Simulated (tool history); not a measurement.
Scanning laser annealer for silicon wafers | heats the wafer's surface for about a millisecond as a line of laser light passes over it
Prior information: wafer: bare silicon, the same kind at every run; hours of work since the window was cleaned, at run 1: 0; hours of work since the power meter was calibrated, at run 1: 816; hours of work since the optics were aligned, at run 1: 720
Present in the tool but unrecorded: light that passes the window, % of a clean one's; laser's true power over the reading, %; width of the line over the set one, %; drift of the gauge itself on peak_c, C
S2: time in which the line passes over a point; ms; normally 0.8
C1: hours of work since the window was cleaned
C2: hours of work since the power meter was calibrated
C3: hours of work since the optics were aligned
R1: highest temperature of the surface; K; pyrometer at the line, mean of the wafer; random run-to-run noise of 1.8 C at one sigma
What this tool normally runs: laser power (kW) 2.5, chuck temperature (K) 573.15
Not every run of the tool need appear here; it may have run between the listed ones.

run 1 hour=0 | laser_power_(kW)=2.5 S2=0.8 chuck_temperature_(K)=573.15 | C1=0 C2=816 C3=720 | R1=1329.15
run 2 hour=31.9 | laser_power_(kW)=2.5 S2=0.8 chuck_temperature_(K)=573.15 | C1=14 C2=830 C3=734 | R1=1331.15
run 3 hour=63.3 | laser_power_(kW)=2.5 S2=0.8 chuck_temperature_(K)=573.15 | C1=27 C2=843 C3=748 | R1=1329.15
run 4 hour=89.9 | laser_power_(kW)=2.5 S2=0.594 chuck_temperature_(K)=573.15 | C1=39 C2=855 C3=759 | R1=1212.15
run 5 hour=122.6 | laser_power_(kW)=2.5 S2=0.594 chuck_temperature_(K)=573.15 | C1=53 C2=869 C3=773 | R1=1214.15
run 6 hour=165.7 | laser_power_(kW)=2.5 S2=0.594 chuck_temperature_(K)=573.15 | C1=71 C2=888 C3=792 | R1=1208.15
run 7 hour=200.3 | laser_power_(kW)=2.5 S2=0.8 chuck_temperature_(K)=573.15 | C1=86 C2=902 C3=807 | R1=1325.15
run 8 hour=234 | laser_power_(kW)=2.505 S2=0.8 chuck_temperature_(K)=573.15 | C1=101 C2=917 C3=821 | R1=1327.15
run 9 hour=271.8 | laser_power_(kW)=2.505 S2=0.722 chuck_temperature_(K)=573.15 | C1=117 C2=933 C3=838 | R1=1284.15
run 10 hour=308 | laser_power_(kW)=2.5 S2=0.8 chuck_temperature_(K)=561.15 | C1=133 C2=949 C3=853 | R1=1315.15
run 11 hour=341.7 | laser_power_(kW)=2.5 S2=0.8 chuck_temperature_(K)=561.15 | C1=147 C2=963 C3=868 | R1=1311.15
run 12 hour=379.9 | laser_power_(kW)=2.5 S2=0.8 chuck_temperature_(K)=561.15 | C1=164 C2=980 C3=884 | R1=1313.15
run 13 hour=426.7 | laser_power_(kW)=2.666 S2=0.8 chuck_temperature_(K)=561.15 | C1=184 C2=1000 C3=904 | R1=1358.15
run 14 hour=450 | laser_power_(kW)=2.5 S2=0.8 chuck_temperature_(K)=573.15 | C1=194 C2=1010 C3=914 | R1=1323.15
run 15 hour=492.3 | laser_power_(kW)=2.5 S2=0.8 chuck_temperature_(K)=573.15 | C1=212 C2=1028 C3=933 | R1=1322.15
run 16 hour=529.5 | laser_power_(kW)=2.5 S2=0.8 chuck_temperature_(K)=573.15 | C1=228 C2=1044 C3=949 | R1=1320.15
run 17 hour=551.6 | laser_power_(kW)=2.5 S2=0.8 chuck_temperature_(K)=573.15 | C1=238 C2=1054 C3=958 | R1=1319.15
run 18 hour=594 | laser_power_(kW)=2.5 S2=0.8 chuck_temperature_(K)=573.15 | C1=256 C2=1072 C3=977 | R1=1322.15
run 19 hour=641.3 | laser_power_(kW)=2.318 S2=0.8 chuck_temperature_(K)=573.15 | C1=277 C2=1093 C3=997 | R1=1270.15
run 20 hour=666.2 | laser_power_(kW)=2.318 S2=0.8 chuck_temperature_(K)=570.15 | C1=287 C2=1103 C3=1008 | R1=1266.15
run 21 hour=698.2 | laser_power_(kW)=2.318 S2=0.8 chuck_temperature_(K)=570.15 | C1=301 C2=1117 C3=1022 | R1=1264.15
run 22 hour=729.4 | laser_power_(kW)=2.559 S2=0.711 chuck_temperature_(K)=601.15 | C1=315 C2=1131 C3=1035 | R1=1313.15
run 23 hour=757.6 | laser_power_(kW)=2.559 S2=0.563 chuck_temperature_(K)=591.15 | C1=327 C2=1143 C3=1047 | R1=1216.15
run 24 hour=794.6 | laser_power_(kW)=2.559 S2=0.563 chuck_temperature_(K)=591.15 | C1=343 C2=1159 C3=1063 | R1=1213.15
run 25 hour=823.4 | laser_power_(kW)=2.5 S2=0.8 chuck_temperature_(K)=544.15 | C1=355 C2=1171 C3=1076 | R1=1287.15
run 26 hour=853.7 | laser_power_(kW)=2.278 S2=0.592 chuck_temperature_(K)=557.15 | C1=368 C2=1184 C3=1089 | R1=1130.15
run 27 hour=880.9 | laser_power_(kW)=2.588 S2=0.592 chuck_temperature_(K)=564.15 | C1=380 C2=1196 C3=1100 | R1=1209.15
run 28 hour=909.9 | laser_power_(kW)=2.588 S2=0.592 chuck_temperature_(K)=564.15 | C1=393 C2=1209 C3=1113 | R1=1209.15
run 29 hour=946.3 | laser_power_(kW)=2.674 S2=0.995 chuck_temperature_(K)=601.15 | C1=408 C2=1224 C3=1129 | R1=1491.15
run 30 hour=974.7 | laser_power_(kW)=2.699 S2=0.57 chuck_temperature_(K)=575.15 | C1=420 C2=1237 C3=1141 | R1=1230.15
run 31 hour=994.2 | laser_power_(kW)=2.699 S2=0.57 chuck_temperature_(K)=575.15 | C1=429 C2=1245 C3=1149 | R1=1228.15
run 32 hour=1038.5 | laser_power_(kW)=2.699 S2=0.57 chuck_temperature_(K)=575.15 | C1=448 C2=1264 C3=1168 | R1=1228.15
run 33 hour=1057.9 | laser_power_(kW)=2.5 S2=0.84 chuck_temperature_(K)=553.15 | C1=456 C2=1272 C3=1177 | R1=1311.15
run 34 hour=1077.6 | laser_power_(kW)=2.502 S2=0.655 chuck_temperature_(K)=564.15 | C1=465 C2=1281 C3=1185 | R1=1225.15
run 35 hour=1123.9 | laser_power_(kW)=2.208 S2=0.59 chuck_temperature_(K)=556.15 | C1=485 C2=1301 C3=1205 | R1=1109.15
run 36 hour=1157.2 | laser_power_(kW)=2.208 S2=0.59 chuck_temperature_(K)=556.15 | C1=499 C2=1315 C3=1220 | R1=1109.15

Measured less the same run without the tool's hidden state. The same run-to-run variation is in both; the gauge's scatter may not be:
run=1 R1=-6
run=2 R1=-7
run=3 R1=-7
run=4 R1=-7
run=5 R1=-7
run=6 R1=-8
run=7 R1=-10
run=8 R1=-10
run=9 R1=-11
run=10 R1=-12
run=11 R1=-13
run=12 R1=-13
run=13 R1=-14
run=14 R1=-14
run=15 R1=-15
run=16 R1=-16
run=17 R1=-16
run=18 R1=-17
run=19 R1=-17
run=20 R1=-17
run=21 R1=-17
run=22 R1=-19
run=23 R1=-16
run=24 R1=-17
run=25 R1=-21
run=26 R1=-17
run=27 R1=-19
run=28 R1=-20
run=29 R1=-28
run=30 R1=-21
run=31 R1=-22
run=32 R1=-22
run=33 R1=-26
run=34 R1=-23
run=35 R1=-20
run=36 R1=-20
